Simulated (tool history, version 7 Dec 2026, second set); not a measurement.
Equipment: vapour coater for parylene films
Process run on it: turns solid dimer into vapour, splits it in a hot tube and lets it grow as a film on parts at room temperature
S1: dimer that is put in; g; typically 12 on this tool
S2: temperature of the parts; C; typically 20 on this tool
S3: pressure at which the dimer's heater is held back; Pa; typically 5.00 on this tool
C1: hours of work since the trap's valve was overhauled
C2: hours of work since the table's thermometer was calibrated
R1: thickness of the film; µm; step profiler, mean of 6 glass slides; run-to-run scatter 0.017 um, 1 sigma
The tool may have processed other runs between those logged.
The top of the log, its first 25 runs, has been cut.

run 26 hour=1113.6 | S1=12 S2=20 S3=2.05 | C1=647 C2=105 | R1=2.08
-- hour=1135.8 trap's valve overhauled
run 27 hour=1154.5 | S1=12 S2=20 S3=2.05 | C1=16 C2=136 | R1=2.40
run 28 hour=1193.9 | S1=12 S2=20 S3=2.05 | C1=49 C2=169 | R1=2.38
run 29 hour=1239.5 | S1=8 S2=20 S3=3.88 | C1=87 C2=207 | R1=1.38
run 30 hour=1273.8 | S1=7 S2=14 S3=3.43 | C1=116 C2=236 | R1=1.44
run 31 hour=1307.5 | S1=12 S2=30 S3=6.45 | C1=144 C2=264 | R1=1.39
run 32 hour=1342.4 | S1=12 S2=30 S3=6.45 | C1=173 C2=294 | R1=1.39
run 33 hour=1390.4 | S1=19 S2=27 S3=2.72 | C1=214 C2=334 | R1=2.84
run 34 hour=1426.3 | S1=19 S2=18 S3=4.86 | C1=244 C2=364 | R1=3.18

Consider 4 possible next runs. They are alternatives, not a sequence: every one starts from the tool as it was left by run 34. What does each give?
run A hour=1476.2 | S1=19 S2=12 S3=4.86 | C1=286 C2=406 | R1=?
run B hour=1476.2 | S1=19 S2=20 S3=6.40 | C1=286 C2=406 | R1=?
run C hour=1476.2 | S1=18 S2=20 S3=5.72 | C1=286 C2=406 | R1=?
run D hour=1476.2 | S1=19 S2=18 S3=2.86 | C1=286 C2=406 | R1=?

run=A R1=3.68
run=B R1=2.78
run=C R1=2.71
run=D R1=3.51
Had the tool no hidden state, the same runs would have come out as:
run=A R1=3.87
run=B R1=2.92
run=C R1=2.84
run=D R1=3.69

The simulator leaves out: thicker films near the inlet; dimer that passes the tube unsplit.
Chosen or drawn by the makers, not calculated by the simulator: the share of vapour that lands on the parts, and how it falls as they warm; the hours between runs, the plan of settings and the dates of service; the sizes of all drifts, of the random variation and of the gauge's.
